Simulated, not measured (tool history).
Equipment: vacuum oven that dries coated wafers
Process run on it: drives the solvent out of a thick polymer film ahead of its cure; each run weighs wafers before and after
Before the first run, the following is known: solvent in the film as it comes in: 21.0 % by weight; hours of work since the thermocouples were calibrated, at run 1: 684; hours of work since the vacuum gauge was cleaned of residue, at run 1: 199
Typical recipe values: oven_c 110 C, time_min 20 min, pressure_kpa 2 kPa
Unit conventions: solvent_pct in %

run	hour	oven_c	time_min	pressure_kpa	hours of work since the thermocouples were calibrated	hours of work since the vacuum gauge was cleaned of residue	solvent_pct
1	0	110	20	2	684	199	5.78
2	10.4	110	20	2	688	204	5.63
3	20.6	110	20	2	693	208	5.62
4	30.3	120	20	2	697	212	3.07
5	41.2	124	20	2	701	217	2.41
6	54.4	124	20	2	707	222	2.37
7	61.1	124	20	2	710	225	2.4
8	72.4	116	20	2	715	230	4.03
9	80.2	116	20	2	718	233	4.08
10	90	116	20	2	722	237	4.04
11	96.8	116	18	2	725	240	4.61
12	106.2	116	18	2	729	244	4.59
13	116.7	116	18	2	733	249	4.61
14	130.6	116	18	2	739	254	4.45
15	137.9	116	18	2	742	258	4.73
16	145.6	116	18	2	745	261	4.52
17	160.6	116	18	2	752	267	4.5
18	173.4	110	20	2	757	272	5.72
19	189.1	110	20	2	764	279	5.86
20	201.3	110	20	2	769	284	5.78
21	210.6	110	20	2	773	288	5.69
22	224.7	110	26	2	779	294	4.61
23	233.9	110	17	5.28	783	298	9.26
24	246.5	120	24	6.61	788	303	5.96
25	256.7	115	20	1.25	792	308	3.92
26	265.7	117	20	5.63	796	311	6.49
27	272.7	117	20	5.63	799	314	6.64
28	282.2	117	20	5.63	803	318	6.64
29	297.3	117	14	5.63	809	325	7.98
30	305	117	14	5.63	813	328	7.96
# hour 307.1: vacuum gauge cleaned of residue and calibrated
31	315	117	14	5.63	816	3	8.02
32	328.7	108	30	4.09	822	9	6.43
33	338.9	108	30	4.09	826	13	6.69
34	347.5	108	30	4.09	830	17	6.65
35	354.8	110	21	4.4	833	20	7.92
36	366.1	110	21	4.4	838	25	7.65
# hour 382.1: vacuum gauge cleaned of residue and calibrated, once more
37	382.6	110	21	4.4	844	0	7.35
38	389.8	118	20	2.35	847	3	3.82
39	402.3	113	20	2	853	9	4.81
40	413.3	113	20	2	857	13	4.92
41	421.9	122	34	6.24	861	17	4.65
42	435.7	103	18	2.34	867	23	8.93

The logged runs with the hidden state left out (each run's random variation unchanged):
Hidden state present: true wafer temperature over the reading, C; true pressure over the reading, kPa; drift of the gauge itself on solvent_pct, %.
run	solvent_pct
1	5.29
2	5.14
3	5.13
4	2.73
5	2.13
6	2.09
7	2.12
8	3.6
9	3.65
10	3.6
11	4.14
12	4.13
13	4.14
14	3.98
15	4.25
16	4.04
17	4.02
18	5.17
19	5.29
20	5.21
21	5.12
22	4.07
23	8.59
24	5.46
25	3.43
26	5.92
27	6.05
28	6.05
29	7.35
30	7.32
31	7.35
32	5.73
33	5.98
34	5.93
35	7.16
36	6.9
37	6.78
38	3.42
39	4.33
40	4.44
41	4.34
42	8.32

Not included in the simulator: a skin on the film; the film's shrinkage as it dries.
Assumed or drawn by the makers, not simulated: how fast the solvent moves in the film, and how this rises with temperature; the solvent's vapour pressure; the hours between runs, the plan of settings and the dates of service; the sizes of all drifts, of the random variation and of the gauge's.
